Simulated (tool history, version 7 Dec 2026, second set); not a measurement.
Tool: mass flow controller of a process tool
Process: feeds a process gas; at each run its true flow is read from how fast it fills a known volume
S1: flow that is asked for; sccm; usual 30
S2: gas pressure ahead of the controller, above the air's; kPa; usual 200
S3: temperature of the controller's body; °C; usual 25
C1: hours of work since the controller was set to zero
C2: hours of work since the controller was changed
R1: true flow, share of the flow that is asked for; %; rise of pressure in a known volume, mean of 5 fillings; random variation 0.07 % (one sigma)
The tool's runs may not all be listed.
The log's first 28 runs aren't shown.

Run 29, day 77.904: usual settings but S3 39 °C; C1 233; C2 1283. Result: R1 99.05 %.
Run 30, day 80.704: usual settings but S3 39 °C; C1 256; C2 1306. Result: R1 99.03 %.
Run 31, day 84.379: usual settings but S1 16 sccm, S2 185 kPa, S3 33 °C; C1 286; C2 1336. Result: R1 98.67 %.
Run 32, day 87.254: usual settings but S1 27 sccm, S2 213 kPa, S3 27 °C; C1 310; C2 1360. Result: R1 98.20 %.
Run 33, day 89.146: usual settings but S1 42 sccm, S2 213 kPa, S3 30 °C; C1 326; C2 1375. Result: R1 98.67 %.
Run 34, day 92.138: usual settings but S1 43 sccm, S2 156 kPa, S3 22 °C; C1 350; C2 1400. Result: R1 98.60 %.
Run 35, day 95.083: usual settings but S1 94 sccm, S2 266 kPa, S3 27 °C; C1 375; C2 1424. Result: R1 99.52 %.
Run 36, day 98.500: usual settings but S1 77 sccm, S2 155 kPa; C1 403; C2 1453. Result: R1 99.62 %.
Run 37, day 101.392: usual settings but S1 77 sccm, S2 155 kPa; C1 427; C2 1476. Result: R1 99.61 %.
Run 38, day 104.725: usual settings but S1 77 sccm, S2 155 kPa; C1 454; C2 1504. Result: R1 99.70 %.
Run 39, day 106.567: usual settings but S1 16 sccm, S2 190 kPa, S3 23 °C; C1 469; C2 1519. Result: R1 98.22 %.
Run 40, day 108.675: usual settings but S1 16 sccm, S2 190 kPa, S3 23 °C; C1 487; C2 1536. Result: R1 98.29 %.
Run 41, day 112.604: usual settings but S3 20 °C; C1 519; C2 1569. Result: R1 97.93 %.
Run 42, day 115.596: usual settings but S1 69 sccm, S3 35 °C; C1 544; C2 1593. Result: R1 99.77 %.
Run 43, day 117.946: usual settings but S1 69 sccm, S3 35 °C; C1 563; C2 1613. Result: R1 99.84 %.
Run 44, day 121.079: usual settings but S1 69 sccm, S2 149 kPa, S3 32 °C; C1 589; C2 1639. Result: R1 99.97 %.

Forecast each of these 4 alternatives for the next run:
Run A, day 123.558: usual settings but S2 248 kPa, S3 35 °C; C1 609; C2 1659. Result: R1 ?.
Run B, day 123.558: usual settings but S1 32 sccm; C1 609; C2 1659. Result: R1 ?.
Run C, day 123.558: usual settings but S1 39 sccm, S2 149 kPa, S3 32 °C; C1 609; C2 1659. Result: R1 ?.
Run D, day 123.558: usual settings but S3 32 °C; C1 609; C2 1659. Result: R1 ?.

run     R1
  A  98.80
  B  98.39
  C  99.33
  D  98.93
Without the tool's hidden state the same runs would have given:
run     R1
  A  98.45
  B  98.07
  C  99.10
  D  98.57

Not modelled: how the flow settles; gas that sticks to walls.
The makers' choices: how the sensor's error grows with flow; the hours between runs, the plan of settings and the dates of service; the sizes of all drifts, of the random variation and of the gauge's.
